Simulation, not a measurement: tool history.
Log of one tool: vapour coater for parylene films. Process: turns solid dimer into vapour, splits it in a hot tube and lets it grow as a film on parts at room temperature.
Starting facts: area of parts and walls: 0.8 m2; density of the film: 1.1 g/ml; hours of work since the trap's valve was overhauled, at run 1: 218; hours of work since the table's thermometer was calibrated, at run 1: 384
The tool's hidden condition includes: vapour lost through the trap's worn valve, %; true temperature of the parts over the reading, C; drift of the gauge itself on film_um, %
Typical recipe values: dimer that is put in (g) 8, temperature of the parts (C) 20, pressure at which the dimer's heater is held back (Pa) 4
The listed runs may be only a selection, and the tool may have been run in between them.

run   hour  dimer that is put in (g)  temperature of the parts (C)  pressure at which the dimer's heater is held back (Pa)  hours of work since the trap's valve was overhauled  hours of work since the table's thermometer was calibrated  thickness of the film (nm)
  1      0                         8                            20                                                       4                                                  218                                                         384                        5990
  2   31.3                         8                            20                                                       4                                                  237                                                         402                        5940
  3   45.7                         8                            13                                                       4                                                  245                                                         410                        6820
  4   68.9                         8                            13                                                       4                                                  259                                                         424                        6850
  5   83.2                         8                            13                                                       4                                                  267                                                         432                        6800
  6    110                         8                            20                                                   11.47                                                  283                                                         448                        4940
  7  137.5                         8                            30                                                       4                                                  299                                                         464                        4900
  8  155.2                         7                            20                                                       4                                                  309                                                         474                        5210
  9  176.5                         7                            20                                                       4                                                  322                                                         487                        5170
 10  198.5                         8                            20                                                       4                                                  335                                                         500                        5920
 11  226.5                         8                            20                                                       4                                                  351                                                         516                        5880
 12  240.4                         7                            16                                                       4                                                  359                                                         524                        5490
 13  253.5                         4                            15                                                    3.89                                                  367                                                         532                        3230
 14  282.1                        10                            24                                                       4                                                  384                                                         549                        6760
 15  309.9                        10                            24                                                       4                                                  400                                                         565                        6780
 16  325.6                         4                            17                                                    7.65                                                  409                                                         574                        2740
     340.4  -- trap's valve overhauled
 17  345.2                         8                            27                                                       4                                                    3                                                         583                        5500
 18  365.3                         8                            20                                                   11.89                                                   15                                                         595                        5130
 19  382.4                         5                            32                                                   11.89                                                   25                                                         605                        2560
 20  400.4                         5                            32                                                    7.48                                                   35                                                         616                        2770
 21  423.5                         8                            14                                                       4                                                   49                                                         629                        6930

Subtracting, for every run, the result it would have given without the tool's unlogged condition from the measured result gives the following. The same run-to-run variation enters both numbers; the gauge's scatter may not:
run  thickness of the film (nm)
  1                        -260
  2                        -280
  3                        -330
  4                        -340
  5                        -350
  6                        -270
  7                        -280
  8                        -310
  9                        -320
 10                        -390
 11                        -400
 12                        -380
 13                        -230
 14                        -500
 15                        -520
 16                        -210
 17                         -20
 18                         -20
 19                         -20
 20                         -20
 21                         -70
